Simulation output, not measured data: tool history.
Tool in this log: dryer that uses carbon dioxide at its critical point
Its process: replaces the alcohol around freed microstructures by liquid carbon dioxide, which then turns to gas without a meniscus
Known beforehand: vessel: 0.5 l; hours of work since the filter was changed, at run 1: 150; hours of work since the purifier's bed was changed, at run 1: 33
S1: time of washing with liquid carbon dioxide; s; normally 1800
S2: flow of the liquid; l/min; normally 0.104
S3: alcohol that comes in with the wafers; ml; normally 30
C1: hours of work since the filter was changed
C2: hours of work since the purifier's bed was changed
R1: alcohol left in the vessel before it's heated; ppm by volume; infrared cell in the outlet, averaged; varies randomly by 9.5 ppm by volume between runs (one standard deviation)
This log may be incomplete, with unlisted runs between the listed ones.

run,day,S1,S2,S3,C1,C2,R1
1,0.000,1800,0.104,30,150,33,1087
# day 0.117: inlet filter changed
2,0.512,1800,0.082,30,5,39,1510
3,0.888,1560,0.082,30,10,44,2428
4,1.308,1560,0.082,37,15,49,3157
5,1.908,1560,0.082,24,23,57,2065
6,2.233,1200,0.082,24,27,61,4274
7,2.592,1200,0.082,24,32,66,4408
8,3.262,1200,0.082,24,41,75,4422
9,3.546,2760,0.140,99,44,78,32
10,4.054,1800,0.079,30,51,85,2007
11,4.479,1800,0.079,30,57,90,2060
12,5.079,1800,0.079,30,64,98,2149
13,5.471,1380,0.103,30,69,103,2216

Alternative continuations, all from the tool just after run 13; predict every row:
A,5.746,1560,0.084,21,73,107,?
B,5.746,1620,0.118,30,73,107,?
C,5.746,2100,0.066,67,73,107,?
D,5.746,1800,0.085,37,73,107,?
E,5.746,1380,0.103,82,73,107,?

run,R1
A,1951
B,704
C,5436
D,2062
E,6134
The same runs, with their run-to-run variation unchanged, on a tool lacking any hidden condition would have given:
run,R1
A,1504
B,482
C,4130
D,1523
E,4629
